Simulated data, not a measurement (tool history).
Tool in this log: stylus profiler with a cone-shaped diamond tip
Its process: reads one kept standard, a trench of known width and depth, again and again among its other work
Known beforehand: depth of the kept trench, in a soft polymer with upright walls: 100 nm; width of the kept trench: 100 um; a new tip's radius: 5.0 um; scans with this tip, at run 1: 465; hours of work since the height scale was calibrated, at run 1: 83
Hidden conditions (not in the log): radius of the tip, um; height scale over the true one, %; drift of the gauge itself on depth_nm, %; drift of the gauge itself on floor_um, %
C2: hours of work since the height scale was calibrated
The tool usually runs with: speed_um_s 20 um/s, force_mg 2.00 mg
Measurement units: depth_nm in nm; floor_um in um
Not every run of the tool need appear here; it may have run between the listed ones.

run 1 day=0.000 | speed_um_s=20 force_mg=2.00 | scans_with_this_tip=465 C2=83 | depth_nm=101.54 floor_um=97.96
run 2 day=1.079 | speed_um_s=20 force_mg=2.00 | scans_with_this_tip=554 C2=98 | depth_nm=101.49 floor_um=97.98
run 3 day=1.675 | speed_um_s=20 force_mg=2.00 | scans_with_this_tip=603 C2=107 | depth_nm=101.53 floor_um=97.91
run 4 day=2.562 | speed_um_s=20 force_mg=2.00 | scans_with_this_tip=676 C2=120 | depth_nm=101.48 floor_um=97.94
run 5 day=3.600 | speed_um_s=20 force_mg=2.00 | scans_with_this_tip=761 C2=135 | depth_nm=101.58 floor_um=97.95
run 6 day=4.738 | speed_um_s=20 force_mg=2.00 | scans_with_this_tip=855 C2=152 | depth_nm=101.49 floor_um=97.99
run 7 day=5.225 | speed_um_s=13 force_mg=2.00 | scans_with_this_tip=895 C2=159 | depth_nm=101.53 floor_um=97.92
run 8 day=6.358 | speed_um_s=17 force_mg=2.00 | scans_with_this_tip=988 C2=175 | depth_nm=101.51 floor_um=98.00
run 9 day=7.025 | speed_um_s=17 force_mg=2.00 | scans_with_this_tip=1043 C2=185 | depth_nm=101.45 floor_um=97.96
run 10 day=7.542 | speed_um_s=17 force_mg=2.00 | scans_with_this_tip=1085 C2=193 | depth_nm=101.50 floor_um=97.91
run 11 day=8.192 | speed_um_s=20 force_mg=1.55 | scans_with_this_tip=1139 C2=202 | depth_nm=101.36 floor_um=97.88
run 12 day=9.200 | speed_um_s=10 force_mg=1.91 | scans_with_this_tip=1222 C2=217 | depth_nm=101.53 floor_um=97.92
run 13 day=9.821 | speed_um_s=10 force_mg=2.27 | scans_with_this_tip=1273 C2=226 | depth_nm=101.64 floor_um=97.95
run 14 day=10.833 | speed_um_s=46 force_mg=1.35 | scans_with_this_tip=1356 C2=241 | depth_nm=101.20 floor_um=97.80
run 15 day=12.029 | speed_um_s=46 force_mg=1.35 | scans_with_this_tip=1454 C2=258 | depth_nm=101.15 floor_um=97.89
run 16 day=13.138 | speed_um_s=46 force_mg=1.35 | scans_with_this_tip=1546 C2=274 | depth_nm=101.16 floor_um=97.77
run 17 day=13.888 | speed_um_s=45 force_mg=0.87 | scans_with_this_tip=1607 C2=285 | depth_nm=100.81 floor_um=97.80
run 18 day=14.538 | speed_um_s=7 force_mg=1.69 | scans_with_this_tip=1661 C2=295 | depth_nm=101.35 floor_um=97.97
run 19 day=15.171 | speed_um_s=7 force_mg=1.69 | scans_with_this_tip=1713 C2=304 | depth_nm=101.35 floor_um=97.96
run 20 day=15.925 | speed_um_s=7 force_mg=4.11 | scans_with_this_tip=1775 C2=315 | depth_nm=102.47 floor_um=98.00
run 21 day=16.950 | speed_um_s=8 force_mg=5.61 | scans_with_this_tip=1859 C2=330 | depth_nm=103.05 floor_um=98.01

What if the next run were any one of these 4? Each begins from the tool's condition after run 21:
run A day=17.975 | speed_um_s=65 force_mg=4.56 | scans_with_this_tip=1943 C2=345 | depth_nm=? floor_um=?
run B day=17.975 | speed_um_s=8 force_mg=3.34 | scans_with_this_tip=1943 C2=345 | depth_nm=? floor_um=?
run C day=17.975 | speed_um_s=20 force_mg=5.62 | scans_with_this_tip=1943 C2=345 | depth_nm=? floor_um=?
run D day=17.975 | speed_um_s=60 force_mg=1.10 | scans_with_this_tip=1943 C2=345 | depth_nm=? floor_um=?

run=A depth_nm=102.59 floor_um=97.90
run=B depth_nm=102.04 floor_um=97.96
run=C depth_nm=102.94 floor_um=97.95
run=D depth_nm=101.05 floor_um=97.77
Stripped of hidden state, with their random variation kept, the same runs would have yielded:
run=A depth_nm=102.59 floor_um=97.90
run=B depth_nm=102.04 floor_um=97.96
run=C depth_nm=102.94 floor_um=97.95
run=D depth_nm=101.05 floor_um=97.77
